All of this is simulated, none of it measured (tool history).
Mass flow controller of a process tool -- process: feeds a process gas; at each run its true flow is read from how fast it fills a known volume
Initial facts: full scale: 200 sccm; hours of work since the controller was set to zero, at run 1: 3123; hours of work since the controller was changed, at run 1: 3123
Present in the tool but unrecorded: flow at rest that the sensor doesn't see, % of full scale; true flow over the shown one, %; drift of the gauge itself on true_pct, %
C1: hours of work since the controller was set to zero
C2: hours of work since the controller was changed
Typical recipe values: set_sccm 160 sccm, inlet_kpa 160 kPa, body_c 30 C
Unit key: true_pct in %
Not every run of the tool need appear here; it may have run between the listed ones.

run 1 hour=0 | set_sccm=160 inlet_kpa=160 body_c=30 | C1=3123 C2=3123 | true_pct=97.81
run 2 hour=178.3 | set_sccm=160 inlet_kpa=160 body_c=30 | C1=3256 C2=3256 | true_pct=97.84
run 3 hour=324.9 | set_sccm=160 inlet_kpa=160 body_c=30 | C1=3366 C2=3366 | true_pct=97.67
run 4 hour=510.5 | set_sccm=160 inlet_kpa=160 body_c=30 | C1=3505 C2=3505 | true_pct=97.67
run 5 hour=627.6 | set_sccm=160 inlet_kpa=166 body_c=30 | C1=3592 C2=3592 | true_pct=97.69
run 6 hour=721.3 | set_sccm=110 inlet_kpa=166 body_c=30 | C1=3663 C2=3663 | true_pct=97.52
run 7 hour=806.6 | set_sccm=110 inlet_kpa=166 body_c=30 | C1=3726 C2=3726 | true_pct=97.27
run 8 hour=886.7 | set_sccm=110 inlet_kpa=253 body_c=30 | C1=3786 C2=3786 | true_pct=97.8
run 9 hour=1048.1 | set_sccm=160 inlet_kpa=160 body_c=37 | C1=3907 C2=3907 | true_pct=96.73
run 10 hour=1131.5 | set_sccm=146 inlet_kpa=144 body_c=36 | C1=3969 C2=3969 | true_pct=96.6
run 11 hour=1322 | set_sccm=146 inlet_kpa=144 body_c=36 | C1=4112 C2=4112 | true_pct=96.66
run 12 hour=1403.4 | set_sccm=29 inlet_kpa=179 body_c=27 | C1=4173 C2=4173 | true_pct=100.49
run 13 hour=1492.3 | set_sccm=40 inlet_kpa=249 body_c=28 | C1=4239 C2=4239 | true_pct=99.5
-- hour=1529.4 controller's zero set anew
run 14 hour=1659.3 | set_sccm=40 inlet_kpa=249 body_c=28 | C1=97 C2=4364 | true_pct=95.79
run 15 hour=1823.5 | set_sccm=177 inlet_kpa=249 body_c=23 | C1=220 C2=4487 | true_pct=97.98
run 16 hour=1924.6 | set_sccm=177 inlet_kpa=249 body_c=23 | C1=296 C2=4563 | true_pct=98.06
run 17 hour=2016.5 | set_sccm=177 inlet_kpa=249 body_c=23 | C1=365 C2=4631 | true_pct=98.12

Forecast each of these 3 alternatives for the next run:
run A hour=2175.4 | set_sccm=177 inlet_kpa=249 body_c=39 | C1=483 C2=4750 | true_pct=?
run B hour=2175.4 | set_sccm=69 inlet_kpa=212 body_c=40 | C1=483 C2=4750 | true_pct=?
run C hour=2175.4 | set_sccm=160 inlet_kpa=160 body_c=33 | C1=483 C2=4750 | true_pct=?

run=A true_pct=96.27
run=B true_pct=94.71
run=C true_pct=96.17
The same runs, with their run-to-run variation unchanged, on a tool lacking any hidden condition would have given:
run=A true_pct=98.44
run=B true_pct=96.67
run=C true_pct=98.33
